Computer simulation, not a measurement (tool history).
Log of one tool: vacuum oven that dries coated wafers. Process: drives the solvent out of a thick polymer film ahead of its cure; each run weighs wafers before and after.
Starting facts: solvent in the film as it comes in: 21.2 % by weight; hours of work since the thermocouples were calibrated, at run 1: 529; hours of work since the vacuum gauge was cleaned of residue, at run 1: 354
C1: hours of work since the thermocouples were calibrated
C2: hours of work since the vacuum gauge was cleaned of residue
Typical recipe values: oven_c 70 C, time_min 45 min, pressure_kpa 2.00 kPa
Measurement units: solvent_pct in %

Run 1, hour 0.0: usual settings; C1 529; C2 354. Result: solvent_pct 5.23 %.
Run 2, hour 16.4: usual settings; C1 536; C2 361. Result: solvent_pct 5.20 %.
Run 3, hour 39.3: usual settings; C1 545; C2 370. Result: solvent_pct 5.24 %.
Run 4, hour 58.8: usual settings; C1 553; C2 378. Result: solvent_pct 5.23 %.
Run 5, hour 82.8: usual settings but pressure_kpa 5.04 kPa; C1 563; C2 388. Result: solvent_pct 6.96 %.
Run 6, hour 99.9: usual settings but oven_c 74 C; C1 570; C2 395. Result: solvent_pct 4.10 %.
Run 7, hour 122.1: usual settings but oven_c 74 C; C1 580; C2 405. Result: solvent_pct 4.09 %.
Run 8, hour 146.4: usual settings but oven_c 74 C; C1 590; C2 415. Result: solvent_pct 4.07 %.
Run 9, hour 175.4: usual settings but oven_c 59 C; C1 602; C2 427. Result: solvent_pct 8.78 %.
Run 10, hour 193.7: usual settings but oven_c 74 C; C1 609; C2 434. Result: solvent_pct 4.10 %.
Run 11, hour 218.5: usual settings but pressure_kpa 3.05 kPa; C1 620; C2 445. Result: solvent_pct 5.79 %.
Run 12, hour 246.0: usual settings but pressure_kpa 3.05 kPa; C1 631; C2 456. Result: solvent_pct 5.77 %.
Run 13, hour 280.5: usual settings but pressure_kpa 3.05 kPa; C1 646; C2 471. Result: solvent_pct 5.79 %.
Run 14, hour 302.2: usual settings; C1 655; C2 480. Result: solvent_pct 5.20 %.
Run 15, hour 325.3: usual settings; C1 664; C2 489. Result: solvent_pct 5.20 %.
Run 16, hour 348.5: usual settings; C1 674; C2 499. Result: solvent_pct 5.18 %.
Run 17, hour 366.2: usual settings; C1 681; C2 506. Result: solvent_pct 5.21 %.
Run 18, hour 402.8: usual settings but oven_c 80 C; C1 696; C2 521. Result: solvent_pct 2.67 %.
Run 19, hour 425.9: usual settings but oven_c 57 C; C1 706; C2 531. Result: solvent_pct 9.42 %.
Run 20, hour 447.2: usual settings but oven_c 57 C; C1 715; C2 540. Result: solvent_pct 9.48 %.
Run 21, hour 482.1: usual settings but oven_c 60 C, time_min 24 min; C1 729; C2 555. Result: solvent_pct 11.73 %.
Run 22, hour 512.4: usual settings but oven_c 60 C, time_min 24 min; C1 742; C2 567. Result: solvent_pct 11.72 %.
Run 23, hour 550.8: usual settings but time_min 29 min, pressure_kpa 4.79 kPa; C1 758; C2 583. Result: solvent_pct 9.05 %.
Run 24, hour 575.0: usual settings but time_min 29 min, pressure_kpa 4.79 kPa; C1 768; C2 593. Result: solvent_pct 9.10 %.
Run 25, hour 602.8: usual settings but oven_c 79 C, time_min 54 min, pressure_kpa 4.79 kPa; C1 780; C2 605. Result: solvent_pct 3.50 %.
Run 26, hour 623.9: usual settings but oven_c 79 C, time_min 54 min, pressure_kpa 4.79 kPa; C1 789; C2 614. Result: solvent_pct 3.47 %.
Run 27, hour 644.9: usual settings but time_min 62 min, pressure_kpa 1.30 kPa; C1 797; C2 622. Result: solvent_pct 3.15 %.
Run 28, hour 679.4: usual settings but oven_c 65 C, pressure_kpa 1.30 kPa; C1 812; C2 637. Result: solvent_pct 6.28 %.
Run 29, hour 706.7: usual settings but time_min 42 min, pressure_kpa 3.29 kPa; C1 823; C2 648. Result: solvent_pct 6.23 %.
Run 30, hour 727.4: usual settings but oven_c 65 C, time_min 42 min, pressure_kpa 4.07 kPa; C1 832; C2 657. Result: solvent_pct 8.41 %.
Run 31, hour 763.4: usual settings but oven_c 65 C, time_min 42 min, pressure_kpa 4.07 kPa; C1 847; C2 672. Result: solvent_pct 8.38 %.
Run 32, hour 800.4: usual settings but oven_c 67 C, time_min 27 min, pressure_kpa 1.56 kPa; C1 862; C2 687. Result: solvent_pct 8.79 %.
Run 33, hour 831.9: usual settings but oven_c 64 C, time_min 49 min; C1 875; C2 700. Result: solvent_pct 6.53 %.
Run 34, hour 856.5: usual settings but oven_c 64 C, time_min 49 min; C1 885; C2 710. Result: solvent_pct 6.53 %.
Run 35, hour 887.3: usual settings but oven_c 64 C, time_min 50 min; C1 898; C2 723. Result: solvent_pct 6.38 %.
Run 36, hour 904.8: usual settings but oven_c 80 C, time_min 26 min; C1 905; C2 730. Result: solvent_pct 5.33 %.
Run 37, hour 931.8: usual settings but time_min 60 min, pressure_kpa 5.10 kPa; C1 917; C2 742. Result: solvent_pct 5.59 %.
Run 38, hour 961.4: usual settings but oven_c 57 C, time_min 38 min, pressure_kpa 2.12 kPa; C1 929; C2 754. Result: solvent_pct 10.32 %.
Run 39, hour 976.9: usual settings but pressure_kpa 1.06 kPa; C1 935; C2 760. Result: solvent_pct 4.57 %.

Below, some changes in solvent_pct between adjacent runs. For each, the amount present without the hidden state too (settings, incoming material, random variation) and the amount remaining for the hidden state with gauge scatter not shared by both compared results:
Hidden state present: true wafer temperature over the reading, C; true pressure over the reading, kPa; drift of the gauge itself on solvent_pct, %.
Run 17 -> 18: oven_c 70 -> 80. solvent_pct -2.54 %: hidden state +0.11, all else -2.65.
Run 18 -> 19: oven_c 80 -> 57. solvent_pct +6.75 %: hidden state -0.15, all else +6.90.
Run 24 -> 25: oven_c 70 -> 79, time_min 29 -> 54. solvent_pct -5.60 %: hidden state +0.16, all else -5.76.
Run 38 -> 39: oven_c 57 -> 70, time_min 38 -> 45, pressure_kpa 2.12 -> 1.06. solvent_pct -5.75 %: hidden state +0.05, all else -5.80.
